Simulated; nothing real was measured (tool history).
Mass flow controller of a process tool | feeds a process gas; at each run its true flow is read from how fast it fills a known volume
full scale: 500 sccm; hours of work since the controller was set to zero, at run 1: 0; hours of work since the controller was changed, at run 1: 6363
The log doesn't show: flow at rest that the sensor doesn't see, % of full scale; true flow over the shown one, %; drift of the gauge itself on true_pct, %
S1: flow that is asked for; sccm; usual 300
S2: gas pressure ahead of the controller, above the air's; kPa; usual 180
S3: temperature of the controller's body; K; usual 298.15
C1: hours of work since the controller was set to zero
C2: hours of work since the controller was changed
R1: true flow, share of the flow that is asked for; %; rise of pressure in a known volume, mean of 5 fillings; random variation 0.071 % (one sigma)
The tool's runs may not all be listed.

run 1 day=0.000 | S1=300 S2=180 S3=298.15 | C1=0 C2=6363 | R1=97.95
run 2 day=15.658 | S1=300 S2=207 S3=298.15 | C1=193 C2=6556 | R1=97.56
run 3 day=32.942 | S1=300 S2=180 S3=299.15 | C1=405 C2=6768 | R1=97.91
run 4 day=45.179 | S1=300 S2=180 S3=298.15 | C1=556 C2=6919 | R1=97.76
run 5 day=61.958 | S1=300 S2=180 S3=299.15 | C1=762 C2=7125 | R1=97.94
run 6 day=79.083 | S1=300 S2=180 S3=299.15 | C1=972 C2=7335 | R1=97.92
run 7 day=87.279 | S1=300 S2=180 S3=299.15 | C1=1073 C2=7436 | R1=97.91
-- day=88.946 controller's zero set anew
run 8 day=100.362 | S1=344 S2=162 S3=304.15 | C1=140 C2=7597 | R1=98.52
run 9 day=111.875 | S1=344 S2=149 S3=294.15 | C1=282 C2=7738 | R1=97.68
run 10 day=126.912 | S1=344 S2=149 S3=294.15 | C1=467 C2=7923 | R1=97.63
run 11 day=134.171 | S1=114 S2=180 S3=297.15 | C1=556 C2=8013 | R1=98.58
-- day=139.796 controller's zero set anew, once more
run 12 day=146.654 | S1=114 S2=180 S3=297.15 | C1=84 C2=8166 | R1=97.08
run 13 day=153.904 | S1=131 S2=172 S3=304.15 | C1=173 C2=8255 | R1=97.85

How the hidden state differs across the entries between the runs, from the last listed run before each to the first after it:
Between runs 7 and 8: controller's zero set anew (day 88.946)
  flow at rest that the sensor doesn't see, % of full scale: 0.207 -> 0.284; true flow over the shown one, %: -2.55 -> -2.6
  measured less the result without the state, R1: -2.20 -> -2.19 %
Between runs 11 and 12: controller's zero set anew, once more (day 139.796)
  flow at rest that the sensor doesn't see, % of full scale: 0.355 -> 0.026; true flow over the shown one, %: -2.75 -> -2.8
  measured less the result without the state, R1: -1.19 -> -2.68 %
